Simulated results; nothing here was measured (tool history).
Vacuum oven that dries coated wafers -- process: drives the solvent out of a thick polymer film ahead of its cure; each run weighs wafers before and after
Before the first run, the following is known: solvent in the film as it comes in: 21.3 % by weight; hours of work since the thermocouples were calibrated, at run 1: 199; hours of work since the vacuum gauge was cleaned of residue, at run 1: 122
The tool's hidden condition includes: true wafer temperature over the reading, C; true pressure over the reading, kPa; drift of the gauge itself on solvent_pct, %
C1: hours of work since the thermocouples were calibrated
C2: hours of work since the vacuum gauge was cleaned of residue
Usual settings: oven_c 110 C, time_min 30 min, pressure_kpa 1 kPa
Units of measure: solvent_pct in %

run 1 hour=0 | oven_c=110 time_min=30 pressure_kpa=1 | C1=199 C2=122 | solvent_pct=1.17
run 2 hour=14.4 | oven_c=110 time_min=50 pressure_kpa=1 | C1=206 C2=129 | solvent_pct=0.45
run 3 hour=41 | oven_c=110 time_min=50 pressure_kpa=1 | C1=218 C2=142 | solvent_pct=0.45
run 4 hour=56.6 | oven_c=110 time_min=50 pressure_kpa=1 | C1=225 C2=149 | solvent_pct=0.46
run 5 hour=80.4 | oven_c=110 time_min=50 pressure_kpa=1 | C1=236 C2=160 | solvent_pct=0.46
run 6 hour=98.3 | oven_c=110 time_min=50 pressure_kpa=1 | C1=245 C2=168 | solvent_pct=0.45
run 7 hour=127.5 | oven_c=110 time_min=50 pressure_kpa=1 | C1=258 C2=182 | solvent_pct=0.47
run 8 hour=157.5 | oven_c=110 time_min=50 pressure_kpa=1 | C1=273 C2=196 | solvent_pct=0.45
run 9 hour=178.5 | oven_c=118 time_min=30 pressure_kpa=1 | C1=282 C2=206 | solvent_pct=0.45
run 10 hour=206.6 | oven_c=118 time_min=30 pressure_kpa=1 | C1=296 C2=219 | solvent_pct=0.46
run 11 hour=237.1 | oven_c=110 time_min=24 pressure_kpa=1 | C1=310 C2=233 | solvent_pct=1.84
run 12 hour=252.9 | oven_c=110 time_min=24 pressure_kpa=1 | C1=317 C2=241 | solvent_pct=1.84
run 13 hour=270.1 | oven_c=110 time_min=24 pressure_kpa=1 | C1=325 C2=249 | solvent_pct=1.84
run 14 hour=297.7 | oven_c=110 time_min=24 pressure_kpa=1 | C1=338 C2=262 | solvent_pct=1.81
run 15 hour=322.6 | oven_c=110 time_min=24 pressure_kpa=1 | C1=350 C2=273 | solvent_pct=1.8
run 16 hour=352.9 | oven_c=110 time_min=30 pressure_kpa=1 | C1=364 C2=288 | solvent_pct=1.15
run 17 hour=381.4 | oven_c=110 time_min=30 pressure_kpa=1 | C1=377 C2=301 | solvent_pct=1.13
run 18 hour=398.4 | oven_c=102 time_min=46 pressure_kpa=2.97 | C1=385 C2=309 | solvent_pct=2.09
run 19 hour=420.1 | oven_c=100 time_min=16 pressure_kpa=0.76 | C1=396 C2=319 | solvent_pct=6.79
run 20 hour=448.8 | oven_c=110 time_min=30 pressure_kpa=1.59 | C1=409 C2=332 | solvent_pct=1.32
run 21 hour=466.8 | oven_c=110 time_min=30 pressure_kpa=1.59 | C1=417 C2=341 | solvent_pct=1.33
-- hour=469.6 vacuum gauge cleaned of residue and calibrated
run 22 hour=482.7 | oven_c=121 time_min=30 pressure_kpa=3.02 | C1=424 C2=6 | solvent_pct=0.82
run 23 hour=511.5 | oven_c=110 time_min=37 pressure_kpa=0.61 | C1=438 C2=20 | solvent_pct=0.61
-- hour=519.1 vacuum gauge cleaned of residue and calibrated, once more
run 24 hour=535 | oven_c=113 time_min=17 pressure_kpa=1 | C1=448 C2=7 | solvent_pct=2.55
run 25 hour=560.6 | oven_c=112 time_min=19 pressure_kpa=1.07 | C1=460 C2=19 | solvent_pct=2.29
run 26 hour=585.3 | oven_c=108 time_min=30 pressure_kpa=2.66 | C1=471 C2=31 | solvent_pct=1.98
run 27 hour=609 | oven_c=110 time_min=49 pressure_kpa=2.43 | C1=483 C2=42 | solvent_pct=0.94
run 28 hour=636.6 | oven_c=110 time_min=48 pressure_kpa=2.43 | C1=496 C2=55 | solvent_pct=0.96
run 29 hour=666.8 | oven_c=107 time_min=48 pressure_kpa=3.31 | C1=510 C2=69 | solvent_pct=1.49
run 30 hour=690.8 | oven_c=116 time_min=44 pressure_kpa=3.31 | C1=521 C2=80 | solvent_pct=0.98
run 31 hour=705.5 | oven_c=110 time_min=17 pressure_kpa=2.12 | C1=528 C2=87 | solvent_pct=3.64

Forecast each of these 5 alternatives for the next run:
run A hour=733.9 | oven_c=121 time_min=30 pressure_kpa=1 | C1=541 C2=101 | solvent_pct=?
run B hour=733.9 | oven_c=110 time_min=23 pressure_kpa=0.98 | C1=541 C2=101 | solvent_pct=?
run C hour=733.9 | oven_c=109 time_min=30 pressure_kpa=1.39 | C1=541 C2=101 | solvent_pct=?
run D hour=733.9 | oven_c=104 time_min=17 pressure_kpa=3.76 | C1=541 C2=101 | solvent_pct=?
run E hour=733.9 | oven_c=106 time_min=21 pressure_kpa=0.67 | C1=541 C2=101 | solvent_pct=?

run=A solvent_pct=0.35
run=B solvent_pct=1.91
run=C solvent_pct=1.37
run=D solvent_pct=5.97
run=E solvent_pct=3.19
Without the tool's unlogged condition, the same runs would have read:
run=A solvent_pct=0.36
run=B solvent_pct=2.04
run=C solvent_pct=1.47
run=D solvent_pct=6.18
run=E solvent_pct=3.36
